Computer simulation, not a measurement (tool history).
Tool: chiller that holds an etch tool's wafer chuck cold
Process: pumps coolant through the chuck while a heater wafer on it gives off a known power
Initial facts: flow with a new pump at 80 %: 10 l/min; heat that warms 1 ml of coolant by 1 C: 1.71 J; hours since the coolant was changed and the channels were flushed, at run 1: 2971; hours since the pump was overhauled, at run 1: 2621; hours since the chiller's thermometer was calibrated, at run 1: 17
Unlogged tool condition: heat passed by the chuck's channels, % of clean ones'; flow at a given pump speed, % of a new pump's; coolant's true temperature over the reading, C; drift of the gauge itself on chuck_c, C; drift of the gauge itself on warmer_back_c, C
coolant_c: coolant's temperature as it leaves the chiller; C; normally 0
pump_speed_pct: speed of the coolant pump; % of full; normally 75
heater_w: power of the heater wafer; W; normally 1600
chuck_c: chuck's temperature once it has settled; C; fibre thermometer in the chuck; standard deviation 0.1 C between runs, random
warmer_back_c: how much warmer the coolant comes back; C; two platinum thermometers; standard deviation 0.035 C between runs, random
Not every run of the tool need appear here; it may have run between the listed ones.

run     day  coolant_c  pump_speed_pct  heater_w  hours since the coolant was changed and the channels were flushed  hours since the pump was overhauled  hours since the chiller's thermometer was calibrated  chuck_c  warmer_back_c
  1   0.000          0              75      1600                                                               2971                                 2621                                                    17     15.1           6.01
  2   3.821          0              75      1600                                                               3062                                 2713                                                   108     15.2           6.03
  3   8.738          0              75      1600                                                               3180                                 2831                                                   226     15.0           6.09
  4  12.712          0              75      1095                                                               3276                                 2926                                                   322     10.4           4.22
  5  16.612          0              75      1095                                                               3369                                 3020                                                   415     10.3           4.18
  6  19.717          0              75      1095                                                               3444                                 3094                                                   490     10.2           4.21
  7  22.046          0              75      1095                                                               3500                                 3150                                                   546     10.4           4.25
  8  26.842          0              80      1584                                                               3615                                 3265                                                   661     14.2           5.66
  9  30.762          0              79      1600                                                               3709                                 3359                                                   755     14.6           5.85
 10  35.917         -5              83      1013                                                               3833                                 3483                                                   879      3.9           3.60
 11  40.317         -5              83      1013                                                               3938                                 3588                                                   984      3.9           3.61
 12  45.496         -9              99      1013                                                               4063                                 3713                                                  1108     -1.1           2.96
 13  49.883         -2              99      1013                                                               4168                                 3818                                                  1214      5.7           3.01

5 options for the next run, each taken on its own from the tool as it stands now. Forecast them:
  A  52.842         -4              75      1061                                                               4239                                 3889                                                  1285        ?              ?
  B  52.842          8              94      1013                                                               4239                                 3889                                                  1285        ?              ?
  C  52.842         -2              76      2030                                                               4239                                 3889                                                  1285        ?              ?
  D  52.842         -9              60      1013                                                               4239                                 3889                                                  1285        ?              ?
  E  52.842          3              99      1378                                                               4239                                 3889                                                  1285        ?              ?

run  chuck_c  warmer_back_c
  A      5.9           4.21
  B     16.0           3.19
  C     17.0           7.80
  D      2.2           5.21
  E     13.8           4.05
With no hidden state in the tool, these same runs would have given:
run  chuck_c  warmer_back_c
  A      5.9           3.95
  B     16.0           2.93
  C     17.0           7.54
  D      2.2           4.95
  E     13.8           3.78

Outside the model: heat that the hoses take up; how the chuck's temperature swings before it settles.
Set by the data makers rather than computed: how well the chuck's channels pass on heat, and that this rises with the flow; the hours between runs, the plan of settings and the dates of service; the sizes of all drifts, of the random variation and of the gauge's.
